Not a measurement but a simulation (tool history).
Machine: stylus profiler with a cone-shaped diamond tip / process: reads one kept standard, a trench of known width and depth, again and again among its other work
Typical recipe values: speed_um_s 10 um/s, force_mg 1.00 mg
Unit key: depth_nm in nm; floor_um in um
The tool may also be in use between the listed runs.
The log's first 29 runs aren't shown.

{"run": 30, "hour": 1803.9, "speed_um_s": 10, "force_mg": 0.46, "depth_nm": 501.37, "floor_um": 93.28}
{"run": 31, "hour": 1895.3, "speed_um_s": 14, "force_mg": 2.16, "depth_nm": 503.37, "floor_um": 93.25}
{"run": 32, "hour": 1957.3, "speed_um_s": 5, "force_mg": 0.75, "depth_nm": 501.8, "floor_um": 93.24}
{"run": 33, "hour": 2010.0, "speed_um_s": 5, "force_mg": 0.75, "depth_nm": 501.9, "floor_um": 93.18}
{"run": 34, "hour": 2092.0, "speed_um_s": 5, "force_mg": 0.75, "depth_nm": 502.24, "floor_um": 93.14}
{"run": 35, "hour": 2153.0, "speed_um_s": 7, "force_mg": 0.6, "depth_nm": 501.83, "floor_um": 93.04}
{"run": 36, "hour": 2213.8, "speed_um_s": 4, "force_mg": 0.92, "depth_nm": 502.28, "floor_um": 93.06}
{"run": 37, "hour": 2262.1, "speed_um_s": 2, "force_mg": 0.76, "depth_nm": 502.19, "floor_um": 93.06}

3 ways to go on from here, each from the tool as it stands after run 37. What would each give?
{"run": "A", "hour": 2351.9, "speed_um_s": 10, "force_mg": 0.76, "depth_nm": "?", "floor_um": "?"}
{"run": "B", "hour": 2351.9, "speed_um_s": 27, "force_mg": 1.09, "depth_nm": "?", "floor_um": "?"}
{"run": "C", "hour": 2351.9, "speed_um_s": 4, "force_mg": 0.79, "depth_nm": "?", "floor_um": "?"}

run=A depth_nm=502.23 floor_um=92.89
run=B depth_nm=502.66 floor_um=92.80
run=C depth_nm=502.23 floor_um=93.01
Had the tool no hidden state, the same runs would have come out as:
run=A depth_nm=501.49 floor_um=95.54
run=B depth_nm=501.92 floor_um=95.45
run=C depth_nm=501.49 floor_um=95.66
